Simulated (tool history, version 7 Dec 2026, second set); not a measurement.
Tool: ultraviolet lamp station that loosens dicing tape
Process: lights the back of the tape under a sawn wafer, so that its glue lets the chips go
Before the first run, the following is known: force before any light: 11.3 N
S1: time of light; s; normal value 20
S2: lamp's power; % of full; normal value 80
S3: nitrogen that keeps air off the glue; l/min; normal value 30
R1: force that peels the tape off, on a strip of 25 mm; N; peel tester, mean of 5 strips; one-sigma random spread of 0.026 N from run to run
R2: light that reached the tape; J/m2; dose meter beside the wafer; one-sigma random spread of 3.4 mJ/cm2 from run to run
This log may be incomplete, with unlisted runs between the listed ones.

run 1 hour=0 | S1=20 S2=80 S3=30 | R1=1.268 R2=5550
run 2 hour=39.6 | S1=20 S2=83 S3=30 | R1=1.156 R2=5750
run 3 hour=64.4 | S1=20 S2=83 S3=30 | R1=1.105 R2=5720
run 4 hour=105.4 | S1=20 S2=92 S3=30 | R1=0.929 R2=6440
run 5 hour=136.2 | S1=20 S2=80 S3=30 | R1=1.269 R2=5610
run 6 hour=188 | S1=20 S2=80 S3=23 | R1=1.531 R2=5510
run 7 hour=221.7 | S1=20 S2=80 S3=23 | R1=1.524 R2=5630
run 8 hour=264.5 | S1=20 S2=80 S3=23 | R1=1.511 R2=5610
run 9 hour=314 | S1=20 S2=80 S3=23 | R1=1.482 R2=5570
run 10 hour=351.5 | S1=13 S2=80 S3=30 | R1=2.659 R2=3610
-- hour=397.2 window cleaned of glue's vapour
run 11 hour=402.6 | S1=13 S2=80 S3=30 | R1=2.694 R2=3610
run 12 hour=434.8 | S1=13 S2=80 S3=30 | R1=2.723 R2=3620
run 13 hour=483.6 | S1=13 S2=80 S3=30 | R1=2.654 R2=3600
run 14 hour=535.4 | S1=19 S2=80 S3=30 | R1=1.401 R2=5290
run 15 hour=568.5 | S1=19 S2=80 S3=30 | R1=1.406 R2=5280
run 16 hour=623.1 | S1=19 S2=80 S3=30 | R1=1.442 R2=5270
run 17 hour=655.3 | S1=19 S2=80 S3=30 | R1=1.408 R2=5250
run 18 hour=707.5 | S1=23 S2=80 S3=30 | R1=0.916 R2=6400
run 19 hour=763.5 | S1=20 S2=80 S3=28 | R1=1.346 R2=5590
run 20 hour=805.8 | S1=20 S2=80 S3=30 | R1=1.247 R2=5580
run 21 hour=861.8 | S1=20 S2=80 S3=30 | R1=1.221 R2=5510
-- hour=882.8 window cleaned of glue's vapour
run 22 hour=921.8 | S1=22 S2=80 S3=30 | R1=1.036 R2=6060
run 23 hour=975.4 | S1=12 S2=80 S3=13 | R1=4.255 R2=3300

Run 24 comes next. What will it give?
run 24 hour=1034 | S1=12 S2=80 S3=13 | R1=? R2=?

{"run 24": {"R1": 4.339, "R2": 3340}}
The same run, on a tool lacking any hidden state, would have yielded R1 4.332 N, R2 3350 J/m2.

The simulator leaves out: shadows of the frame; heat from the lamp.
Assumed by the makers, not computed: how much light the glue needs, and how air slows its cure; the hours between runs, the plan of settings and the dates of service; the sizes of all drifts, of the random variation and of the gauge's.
